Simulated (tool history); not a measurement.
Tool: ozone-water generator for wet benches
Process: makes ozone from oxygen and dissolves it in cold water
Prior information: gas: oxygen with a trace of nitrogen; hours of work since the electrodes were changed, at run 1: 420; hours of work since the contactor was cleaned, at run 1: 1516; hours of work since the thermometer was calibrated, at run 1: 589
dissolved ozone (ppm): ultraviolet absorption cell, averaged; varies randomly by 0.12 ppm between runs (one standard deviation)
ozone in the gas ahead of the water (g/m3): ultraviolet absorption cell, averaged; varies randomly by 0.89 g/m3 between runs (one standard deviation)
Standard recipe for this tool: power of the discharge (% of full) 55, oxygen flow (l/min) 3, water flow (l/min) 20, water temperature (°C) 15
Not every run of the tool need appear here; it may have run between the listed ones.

run	day	power of the discharge (% of full)	oxygen flow (l/min)	water flow (l/min)	water temperature (°C)	hours of work since the electrodes were changed	hours of work since the contactor was cleaned	hours of work since the thermometer was calibrated	dissolved ozone (ppm)	ozone in the gas ahead of the water (g/m3)
1	0	55	3	20	15	420	1516	589	10.7	144.6
2	0.9	55	3	20	15	436	1533	606	10.8	146.3
3	1.65	55	3	20	15	450	1547	619	10.8	145.5
4	2.792	55	3	20	15	471	1568	640	10.9	145.8
5	3.417	55	3	20	15	482	1579	652	10.5	147.1
6	4.358	55	3	20	15	500	1596	669	10.7	145.5
7	5.117	55	3	20	15	514	1610	683	10.7	145.9
8	6.008	55	3	20	15	530	1627	699	10.9	145.6
9	7.229	55	3	20	15	552	1649	722	10.8	143.6
10	8.188	55	3	20	15	570	1667	739	10.7	143.9
11	9.392	55	3	20	15	592	1689	761	10.7	144.9
12	10.738	55	3	20	15	617	1713	786	10.5	144.8
13	12.079	55	3	20	15	641	1738	811	10.4	142.1
14	13.271	55	3	20	15	663	1760	832	10.7	144.7
15	14.029	55	3.43	20	15	677	1774	846	10.7	133
16	15.079	55	3.43	20	15	696	1793	866	10.7	132.3
17	16.096	40	3.43	20	19	715	1811	884	8.9	112.9
18	17.083	65	1.76	24	11	733	1830	902	9.1	219.3
19	18.383	55	2.03	20	15	757	1853	926	10.1	181.9
20	19.704	55	1.74	19	15	781	1878	950	10.3	199.7
21	20.367	55	1.74	19	16	793	1890	962	10	201.3
22	21.329	55	1.74	19	16	811	1907	980	10.4	199.4
23	22.054	91	3.89	19	9	824	1921	993	15.6	158.7
24	23.271	83	3	20	8	846	1943	1016	13.7	176.9
25	24.658	97	2.85	20	13	872	1969	1041	14.2	197.3
26	25.275	86	2.85	18	13	883	1980	1052	14.7	187.1
27	26.621	57	3	17	10	908	2004	1077	13.1	148.4
28	27.275	80	2.56	13	10	920	2016	1089	19.1	191.6
29	28.471	55	2.63	21	15	942	2038	1111	10.1	155.9
30	29.304	44	2.27	15	16	957	2054	1126	11.8	152.9
31	30.546	44	2.27	15	16	980	2076	1149	11.6	151.4
32	31.921	44	2.27	15	16	1005	2102	1174	11.7	151.7

Below are 5 alternative next runs, each starting from the tool's condition after run 32. Predict each:
A	32.875	49	3.72	30	16	1022	2119	1192	?	?
B	32.875	41	2.71	15	15	1022	2119	1192	?	?
C	32.875	44	2.27	23	13	1022	2119	1192	?	?
D	32.875	80	3	20	15	1022	2119	1192	?	?
E	32.875	55	1.95	20	15	1022	2119	1192	?	?

run	dissolved ozone (ppm)	ozone in the gas ahead of the water (g/m3)
A	6.8	119.8
B	11.3	132.5
C	8.2	150.8
D	12.7	174.3
E	9.8	188.3
Without the tool's unlogged condition, the same runs would have read:
run	dissolved ozone (ppm)	ozone in the gas ahead of the water (g/m3)
A	7.2	122
B	11.9	134.6
C	8.6	153.4
D	13.5	178.5
E	10.4	192
